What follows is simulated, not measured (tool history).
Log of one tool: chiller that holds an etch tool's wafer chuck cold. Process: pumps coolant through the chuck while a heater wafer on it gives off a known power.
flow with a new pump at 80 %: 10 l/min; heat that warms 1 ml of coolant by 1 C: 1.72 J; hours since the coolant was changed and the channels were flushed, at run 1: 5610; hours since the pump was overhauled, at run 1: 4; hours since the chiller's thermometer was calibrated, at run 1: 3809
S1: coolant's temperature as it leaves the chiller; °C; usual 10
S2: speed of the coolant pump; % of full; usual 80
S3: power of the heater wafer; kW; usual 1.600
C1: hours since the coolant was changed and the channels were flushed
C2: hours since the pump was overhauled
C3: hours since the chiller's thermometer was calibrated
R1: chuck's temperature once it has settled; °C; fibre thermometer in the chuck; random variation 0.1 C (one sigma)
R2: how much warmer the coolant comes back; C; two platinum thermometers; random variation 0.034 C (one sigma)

run 1 hour=0.0 | S1=10 S2=80 S3=1.600 | C1=5610 C2=4 C3=3809 | R1=24.4 R2=5.56
run 2 hour=24.6 | S1=10 S2=80 S3=1.662 | C1=5635 C2=28 C3=3834 | R1=25.0 R2=5.80
run 3 hour=61.6 | S1=10 S2=80 S3=1.662 | C1=5672 C2=65 C3=3871 | R1=24.9 R2=5.92
run 4 hour=101.7 | S1=10 S2=80 S3=1.662 | C1=5712 C2=105 C3=3911 | R1=25.0 R2=5.89
run 5 hour=123.7 | S1=10 S2=80 S3=1.662 | C1=5734 C2=127 C3=3933 | R1=25.0 R2=5.86
-- hour=165.1 chiller's thermometer calibrated
run 6 hour=166.0 | S1=10 S2=80 S3=1.662 | C1=5775 C2=169 C3=1 | R1=24.9 R2=5.85
run 7 hour=203.0 | S1=10 S2=80 S3=1.662 | C1=5812 C2=206 C3=38 | R1=24.7 R2=5.83
run 8 hour=239.1 | S1=8 S2=74 S3=1.187 | C1=5848 C2=242 C3=74 | R1=19.3 R2=4.54
run 9 hour=258.6 | S1=8 S2=74 S3=1.187 | C1=5868 C2=261 C3=93 | R1=18.9 R2=4.53
run 10 hour=285.8 | S1=8 S2=71 S3=1.108 | C1=5895 C2=288 C3=121 | R1=18.8 R2=4.45
run 11 hour=320.6 | S1=3 S2=65 S3=1.600 | C1=5930 C2=323 C3=155 | R1=19.6 R2=7.04

The next listed run, before its measurement:
run 12 hour=340.3 | S1=3 S2=89 S3=1.600 | C1=5950 C2=343 C3=175 | R1=? R2=?

Run 12 gave R1 16.1 °C, R2 5.02 C.
Without the tool's hidden state the same run would have given R1 14.9 °C, R2 4.97 C.
